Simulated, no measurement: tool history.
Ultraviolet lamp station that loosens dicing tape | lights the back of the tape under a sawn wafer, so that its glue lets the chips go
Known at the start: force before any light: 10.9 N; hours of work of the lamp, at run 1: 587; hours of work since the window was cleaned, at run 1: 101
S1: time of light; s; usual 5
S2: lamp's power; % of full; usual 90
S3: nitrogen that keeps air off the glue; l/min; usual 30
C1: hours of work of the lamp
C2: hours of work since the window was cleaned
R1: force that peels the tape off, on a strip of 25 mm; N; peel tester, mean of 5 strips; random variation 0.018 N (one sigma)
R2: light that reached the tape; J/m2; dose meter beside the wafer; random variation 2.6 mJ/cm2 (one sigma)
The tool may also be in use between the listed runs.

run   hour  S1  S2  S3   C1   C2     R1    R2
  1      0   5  90  30  587  101  1.622  2550
  2     48   5  90  30  625  139  1.704  2460
  3   91.7   5  90  30  660  174  1.777  2330
  4  134.2   5  90  30  694  208  1.896  2260
     153.2  -- window cleaned of glue's vapour
  5    172   5  90  30  724   15  1.691  2500
  6  212.1   5  90  30  756   47  1.688  2400
  7  237.7   5  90  30  776   67  1.795  2410
  8  270.5   3  92  19  802   94  4.353  1430
  9  316.6   4  92  56  839  130  1.979  1820
 10  338.9   4  92  56  857  148  2.053  1800

3 ways to go on from here, each from the tool as it stands after run 10. What would each give?
  A  368.8   8  94  42  881  172   ?   ?
  B  368.8   7  90  12  881  172   ?   ?
  C  368.8   2  92  31  881  172   ?   ?

run     R1    R2
  A  0.601  3550
  B  2.294  3000
  C  5.622   890
Without the tool's hidden state the same runs would have given:
run     R1    R2
  A  0.209  5630
  B  0.959  4770
  C  3.782  1400

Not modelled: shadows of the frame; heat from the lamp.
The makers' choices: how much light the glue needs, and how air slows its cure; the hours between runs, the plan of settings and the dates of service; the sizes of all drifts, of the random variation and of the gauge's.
